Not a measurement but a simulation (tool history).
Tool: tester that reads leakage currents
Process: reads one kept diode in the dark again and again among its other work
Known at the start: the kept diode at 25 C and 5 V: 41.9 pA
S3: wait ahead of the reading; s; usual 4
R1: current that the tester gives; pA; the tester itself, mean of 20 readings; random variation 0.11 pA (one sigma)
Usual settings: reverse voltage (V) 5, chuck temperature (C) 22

Run 1, day 0: usual settings. Result: R1 34.84 pA.
Run 2, day 7.383: usual settings. Result: R1 34.57 pA.
Run 3, day 16.658: usual settings but chuck temperature (C) 42. Result: R1 183.57 pA.
Run 4, day 22.838: usual settings but chuck temperature (C) 42. Result: R1 182.8 pA.
Run 5, day 33.5: usual settings but chuck temperature (C) 42. Result: R1 179.89 pA.
Run 6, day 38.221: usual settings but reverse voltage (V) 12.84. Result: R1 54.66 pA.
Run 7, day 44.871: usual settings but reverse voltage (V) 12.84. Result: R1 54.78 pA.
At day 51.2: tester calibrated.
Run 8, day 52.383: usual settings but reverse voltage (V) 12.84. Result: R1 52.96 pA.
Run 9, day 61.717: usual settings but reverse voltage (V) 12.84. Result: R1 53.1 pA.
Run 10, day 69.462: usual settings. Result: R1 31.8 pA.
Run 11, day 76.854: usual settings. Result: R1 31.78 pA.
At day 83.917: chuck's temperature calibrated.
Run 12, day 87.308: usual settings but chuck temperature (C) 42. Result: R1 184.43 pA.
Run 13, day 92.104: usual settings. Result: R1 35.18 pA.
Run 14, day 97.65: usual settings. Result: R1 35.19 pA.
Run 15, day 104.317: usual settings. Result: R1 34.89 pA.
Run 16, day 115.304: usual settings but reverse voltage (V) 1.97, S3 4.82 s. Result: R1 21.37 pA.
Run 17, day 123.758: usual settings but reverse voltage (V) 1.97, S3 2.29 s. Result: R1 21.22 pA.
At day 125.2: probe card cleaned and baked.
Run 18, day 133.888: usual settings but reverse voltage (V) 1.97, S3 2.29 s. Result: R1 19.6 pA.
Run 19, day 138.846: usual settings but reverse voltage (V) 1.97, chuck temperature (C) 28, S3 2.29 s. Result: R1 33.46 pA.
Run 20, day 147.275: usual settings but chuck temperature (C) 23, S3 0.84 s. Result: R1 32.9 pA.
Run 21, day 157.446: usual settings but chuck temperature (C) 27. Result: R1 46.21 pA.
Run 22, day 165.671: usual settings but chuck temperature (C) 27. Result: R1 45.63 pA.
At day 169.408: chuck's temperature calibrated.
Run 23, day 174.242: usual settings but chuck temperature (C) 25, S3 0.48 s. Result: R1 43.54 pA.
Run 24, day 180.625: usual settings but chuck temperature (C) 25, S3 0.48 s. Result: R1 43.37 pA.
Run 25, day 188.204: usual settings but reverse voltage (V) 8.44, S3 4.68 s. Result: R1 41.59 pA.
Run 26, day 198.162: usual settings but reverse voltage (V) 8.44, S3 3.8 s. Result: R1 41.27 pA.
Run 27, day 204.646: usual settings but reverse voltage (V) 8.44, S3 3.8 s. Result: R1 40.86 pA.
Run 28, day 213.938: usual settings but reverse voltage (V) 5.02, chuck temperature (C) 20, S3 9.37 s. Result: R1 26.45 pA.
Run 29, day 223.067: usual settings but reverse voltage (V) 1.57, chuck temperature (C) 54, S3 0.84 s. Result: R1 255.09 pA.

Forecast each of these 4 alternatives for the next run:
Run A, day 234.312: usual settings but chuck temperature (C) 24. Result: R1 ?.
Run B, day 234.312: usual settings but chuck temperature (C) 24, S3 1.56 s. Result: R1 ?.
Run C, day 234.312: usual settings but reverse voltage (V) 4.09, chuck temperature (C) 52, S3 0.54 s. Result: R1 ?.
Run D, day 234.312: usual settings but reverse voltage (V) 4.42, chuck temperature (C) 23, S3 0.56 s. Result: R1 ?.

run      R1
  A   36.69
  B   36.86
  C  336.35
  D   32.07
Without the tool's hidden state the same runs would have given:
run      R1
  A   38.39
  B   38.55
  C  359.43
  D   33.51
